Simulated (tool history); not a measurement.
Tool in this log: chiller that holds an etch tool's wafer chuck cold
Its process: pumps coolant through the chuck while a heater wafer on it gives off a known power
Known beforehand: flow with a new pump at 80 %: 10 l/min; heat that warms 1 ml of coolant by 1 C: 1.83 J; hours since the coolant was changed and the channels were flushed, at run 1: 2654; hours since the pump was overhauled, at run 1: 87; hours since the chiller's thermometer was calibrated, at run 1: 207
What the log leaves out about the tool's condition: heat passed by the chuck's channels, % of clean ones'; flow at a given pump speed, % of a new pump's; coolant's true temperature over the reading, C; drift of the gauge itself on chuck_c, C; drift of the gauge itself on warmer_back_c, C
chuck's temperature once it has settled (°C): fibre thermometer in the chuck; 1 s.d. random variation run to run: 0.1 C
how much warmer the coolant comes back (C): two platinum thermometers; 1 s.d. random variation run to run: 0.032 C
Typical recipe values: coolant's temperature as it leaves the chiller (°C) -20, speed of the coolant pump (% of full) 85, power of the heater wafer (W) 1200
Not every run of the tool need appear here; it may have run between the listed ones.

| run | day | coolant's temperature as it leaves the chiller (°C) | speed of the coolant pump (% of full) | power of the heater wafer (W) | hours since the coolant was changed and the channels were flushed | hours since the pump was overhauled | hours since the chiller's thermometer was calibrated | chuck's temperature once it has settled (°C) | how much warmer the coolant comes back (C) |
|---|---|---|---|---|---|---|---|---|---|
| 1 | 0 | -20 | 85 | 1200 | 2654 | 87 | 207 | -11.5 | 3.64 |
| 2 | 2.621 | -20 | 85 | 1679 | 2717 | 150 | 270 | -8.2 | 5.18 |
| 3 | 4.762 | -20 | 87 | 1200 | 2768 | 201 | 321 | -11.7 | 3.62 |
| 4 | 8.188 | -20 | 87 | 1200 | 2850 | 283 | 403 | -11.7 | 3.61 |
| 5 | 10.462 | -20 | 99 | 1200 | 2905 | 338 | 458 | -12.6 | 3.15 |
| 6 | 12.012 | -13 | 85 | 1200 | 2942 | 375 | 495 | -4.5 | 3.75 |
| 7 | 14.512 | -13 | 89 | 1200 | 3002 | 435 | 555 | -4.8 | 3.54 |
| 8 | 17.712 | -13 | 89 | 1200 | 3079 | 512 | 632 | -4.7 | 3.5 |
| 9 | 21.112 | -13 | 89 | 1200 | 3161 | 593 | 714 | -4.8 | 3.58 |
| 10 | 23.496 | -13 | 88 | 1200 | 3218 | 651 | 771 | -4.8 | 3.63 |
| 11 | 25.433 | -20 | 85 | 1112 | 3264 | 697 | 817 | -12.1 | 3.46 |
| 12 | 29.046 | -20 | 85 | 1112 | 3351 | 784 | 904 | -12.1 | 3.51 |
| 13 | 31.917 | -20 | 65 | 1200 | 3420 | 853 | 973 | -8.5 | 5.13 |
| 14 | 35.421 | -20 | 65 | 1485 | 3504 | 937 | 1057 | -5.8 | 6.27 |
| 15 | 37.675 | -20 | 65 | 1485 | 3558 | 991 | 1111 | -6 | 6.3 |
| 16 | 41.267 | -20 | 65 | 1485 | 3644 | 1077 | 1197 | -5.9 | 6.32 |
| 17 | 45.012 | -25 | 92 | 1610 | 3734 | 1167 | 1287 | -14 | 4.64 |

Estimate the outcome of run 18 from the log above:
| 18 | 46.858 | -17 | 92 | 973 | 3779 | 1211 | 1331 | ? | ? |

Run 18 measured chuck's temperature once it has settled (°C) -10.4, how much warmer the coolant comes back (C) 2.82.
If the tool had no hidden condition, the same run with the same run-to-run variation would have returned chuck's temperature once it has settled (°C) -11.1, how much warmer the coolant comes back (C) 2.73.
